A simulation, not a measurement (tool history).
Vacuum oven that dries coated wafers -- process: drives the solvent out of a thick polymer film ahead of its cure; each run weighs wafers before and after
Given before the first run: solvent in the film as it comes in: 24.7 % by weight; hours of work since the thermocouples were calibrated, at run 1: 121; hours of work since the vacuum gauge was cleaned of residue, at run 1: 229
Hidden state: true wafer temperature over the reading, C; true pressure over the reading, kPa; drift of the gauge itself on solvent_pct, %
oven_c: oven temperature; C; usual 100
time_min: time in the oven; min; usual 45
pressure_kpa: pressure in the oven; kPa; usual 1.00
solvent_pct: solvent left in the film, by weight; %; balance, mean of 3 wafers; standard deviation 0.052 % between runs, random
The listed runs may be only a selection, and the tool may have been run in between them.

run,hour,oven_c,time_min,pressure_kpa,hours of work since the thermocouples were calibrated,hours of work since the vacuum gauge was cleaned of residue,solvent_pct
1,0.0,100,45,1.00,121,229,5.33
2,11.7,100,45,1.00,128,236,5.36
3,23.8,100,45,1.00,135,244,5.39
4,33.4,100,45,1.00,141,250,5.30
5,44.4,100,45,1.00,148,256,5.27
6,52.6,112,45,1.00,153,262,2.59
# hour 55.8: oven's thermocouples calibrated
7,69.1,90,28,1.00,8,271,11.75
8,86.1,90,28,1.00,19,281,11.59
9,95.6,100,50,0.89,25,287,4.65

Estimate the outcome of run 10 from the log above:
10,105.3,88,60,2.18,31,293,?

Run 10 yielded solvent_pct 7.22 %.
Were there no unlogged condition in the tool, this run, its random variation unchanged, would have produced solvent_pct 7.01 %.
